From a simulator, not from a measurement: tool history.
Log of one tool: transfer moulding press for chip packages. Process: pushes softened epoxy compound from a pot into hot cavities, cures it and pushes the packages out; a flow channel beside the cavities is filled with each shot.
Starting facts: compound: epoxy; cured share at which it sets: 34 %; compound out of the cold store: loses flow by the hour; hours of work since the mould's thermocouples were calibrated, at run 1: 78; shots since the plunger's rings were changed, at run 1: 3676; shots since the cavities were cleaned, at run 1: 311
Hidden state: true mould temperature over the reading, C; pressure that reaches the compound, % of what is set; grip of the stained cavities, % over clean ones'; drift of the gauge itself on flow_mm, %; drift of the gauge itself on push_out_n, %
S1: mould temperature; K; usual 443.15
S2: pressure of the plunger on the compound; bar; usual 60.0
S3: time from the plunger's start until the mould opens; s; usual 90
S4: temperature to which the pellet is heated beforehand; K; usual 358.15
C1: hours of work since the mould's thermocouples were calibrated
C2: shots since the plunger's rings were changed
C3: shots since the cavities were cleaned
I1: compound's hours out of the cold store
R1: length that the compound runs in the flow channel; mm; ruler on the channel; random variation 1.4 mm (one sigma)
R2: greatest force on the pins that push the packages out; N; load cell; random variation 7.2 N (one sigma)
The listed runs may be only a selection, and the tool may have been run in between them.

run	hour	S1	S2	S3	S4	C1	C2	C3	I1	R1	R2
1	0.0	443.15	60.0	90	358.15	78	3676	311	40.7	462	460
2	9.2	443.15	60.0	90	358.15	84	3786	421	23.7	500	503
# hour 15.3: cavities cleaned with cleaning compound and waxed
3	27.9	443.15	60.0	90	358.15	96	3994	152	20.7	512	395
4	38.4	443.15	60.0	90	358.15	102	4119	277	13.5	526	466
5	46.4	443.15	60.0	90	355.15	108	4216	374	47.9	444	476
# hour 56.0: cavities cleaned with cleaning compound and waxed
6	64.0	443.15	60.0	90	358.15	118	4410	97	35.1	472	357
7	74.6	443.15	60.0	77	358.15	125	4538	225	34.4	474	550
8	90.0	443.15	60.0	77	358.15	135	4722	409	31.1	478	660
# hour 97.3: cavities cleaned with cleaning compound and waxed
9	104.6	443.15	60.0	79	358.15	144	4881	89	38.5	461	448
10	114.1	448.15	60.0	90	358.15	150	4995	203	41.7	449	360
11	124.4	447.15	60.0	90	358.15	156	5119	327	42.5	445	394
# hour 138.8: cavities cleaned with cleaning compound and waxed
12	141.8	439.15	60.0	90	358.15	167	5310	36	18.4	517	412
13	153.6	439.15	60.0	90	358.15	174	5453	179	13.0	531	542
# hour 157.6: plunger's sealing rings changed
14	170.3	439.15	60.0	90	358.15	184	152	348	15.8	550	610
# hour 181.6: cavities cleaned with cleaning compound and waxed
15	188.8	438.15	62.0	73	358.15	195	357	86	18.0	554	830
16	202.4	443.15	60.0	112	358.15	204	521	250	19.0	532	373
17	218.2	443.15	70.4	84	358.15	214	711	440	23.7	562	557
# hour 222.5: cavities cleaned with cleaning compound and waxed
18	232.8	444.15	74.8	119	358.15	222	869	124	26.9	568	308
19	246.3	443.15	54.2	128	358.15	231	1031	286	32.4	470	367
# hour 263.0: cavities cleaned with cleaning compound and waxed
20	265.2	443.15	63.4	90	359.15	243	1241	27	13.2	559	338
21	279.5	449.15	65.9	90	358.15	252	1413	199	40.2	487	360
22	289.4	443.15	50.1	78	351.15	258	1532	318	44.7	424	588
# hour 303.3: cavities cleaned with cleaning compound and waxed
23	303.3	443.15	67.1	82	351.15	266	1681	0	17.8	562	380

Some steps in R1, run to run, broken into two amounts with sign: the step expected even without the hidden condition (settings, incoming material, random variation), and the rest, left for the hidden condition together with whatever gauge scatter is not in both the measured and the hidden-condition-free result:
Run 11 -> 12: S1 447.15 -> 439.15, cavities cleaned with cleaning compound and waxed. R1 +72 mm: hidden state -5, all else +77.
Run 13 -> 14: plunger's sealing rings changed. R1 +19 mm: hidden state +25, all else -6.
Run 18 -> 19: S1 444.15 -> 443.15, S2 74.8 -> 54.2, S3 119 -> 128. R1 -98 mm: hidden state +0, all else -98.
Run 22 -> 23: S2 50.1 -> 67.1, S3 78 -> 82, cavities cleaned with cleaning compound and waxed. R1 +138 mm: hidden state -3, all else +141.
